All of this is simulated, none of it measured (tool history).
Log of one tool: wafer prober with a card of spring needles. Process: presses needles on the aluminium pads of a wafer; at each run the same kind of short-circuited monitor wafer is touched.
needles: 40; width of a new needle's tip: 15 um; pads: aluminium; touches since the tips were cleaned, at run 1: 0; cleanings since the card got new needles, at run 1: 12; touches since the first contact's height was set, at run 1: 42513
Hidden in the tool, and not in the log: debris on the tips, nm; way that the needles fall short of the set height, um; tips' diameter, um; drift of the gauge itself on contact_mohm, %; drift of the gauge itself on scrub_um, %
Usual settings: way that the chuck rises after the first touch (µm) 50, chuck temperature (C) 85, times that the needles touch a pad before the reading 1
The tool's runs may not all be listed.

run	hour	way that the chuck rises after the first touch (µm)	chuck temperature (C)	times that the needles touch a pad before the reading	touches since the tips were cleaned	cleanings since the card got new needles	touches since the first contact's height was set	resistance of one needle with its contact and lead (mohm)	way that a needle slides on the pad (µm)
1	0.0	50	85	1	0	12	42513	232	9.25
# hour 32.2: tips cleaned on abrasive film
2	32.2	50	85	1	0	13	50083	225	9.23
# hour 66.1: tips cleaned on abrasive film
3	69.7	50	85	1	859	14	58926	275	9.19
# hour 79.9: height of the first contact set anew
# hour 100.3: tips cleaned on abrasive film
4	107.9	50	85	1	1785	15	6590	325	9.37
# hour 133.2: tips cleaned on abrasive film
5	145.2	50	85	1	2811	16	15363	333	9.30
# hour 165.4: tips cleaned on abrasive film
6	179.2	50	85	1	3273	17	23385	353	9.26
# hour 198.3: tips cleaned on abrasive film
7	198.9	50	85	2	144	18	28004	229	9.28
8	226.6	50	85	2	6673	18	34533	321	9.28
# hour 231.1: tips cleaned on abrasive film
9	249.5	50	85	2	4338	19	39915	303	9.27
# hour 263.4: tips cleaned on abrasive film
10	280.5	50	90	1	4048	20	47216	355	9.24
# hour 296.1: tips cleaned on abrasive film
11	305.0	50	90	1	2114	21	52983	326	9.22
# hour 330.1: tips cleaned on abrasive film
12	334.8	50	90	2	1120	22	59988	264	9.20
# hour 340.8: height of the first contact set anew
# hour 363.1: tips cleaned on abrasive film
13	363.1	50	90	2	0	23	5250	230	9.30
# hour 397.1: tips cleaned on abrasive film
14	401.6	50	93	2	1059	24	14318	263	9.31
15	420.5	44	77	1	5506	24	18765	430	8.19
# hour 429.8: tips cleaned on abrasive film
16	449.2	44	77	1	4599	25	25532	410	8.17
# hour 463.7: tips cleaned on abrasive film
17	467.7	51	77	1	930	26	29862	282	9.44
# hour 497.5: tips cleaned on abrasive film
18	499.0	45	29	1	348	27	37230	247	8.32
19	515.6	45	29	1	4256	27	41138	409	8.35
# hour 529.9: tips cleaned on abrasive film
20	547.5	45	29	1	4162	28	48658	418	8.29
# hour 562.9: tips cleaned on abrasive film
21	577.3	45	29	1	3400	29	55665	397	8.26

Measured less the same run without the tool's hidden state. The same run-to-run variation is in both; the gauge's scatter may not be:
run	resistance of one needle with its contact and lead (mohm)	way that a needle slides on the pad (µm)
1	+17	-0.11
2	+10	-0.12
3	+61	-0.15
4	+107	-0.03
5	+122	-0.05
6	+137	-0.07
7	+16	-0.09
8	+105	-0.08
9	+93	-0.11
10	+144	-0.12
11	+107	-0.14
12	+47	-0.16
13	+13	-0.03
14	+49	-0.05
15	+215	-0.04
16	+197	-0.06
17	+74	-0.08
18	+44	-0.10
19	+208	-0.10
20	+215	-0.12
21	+198	-0.14

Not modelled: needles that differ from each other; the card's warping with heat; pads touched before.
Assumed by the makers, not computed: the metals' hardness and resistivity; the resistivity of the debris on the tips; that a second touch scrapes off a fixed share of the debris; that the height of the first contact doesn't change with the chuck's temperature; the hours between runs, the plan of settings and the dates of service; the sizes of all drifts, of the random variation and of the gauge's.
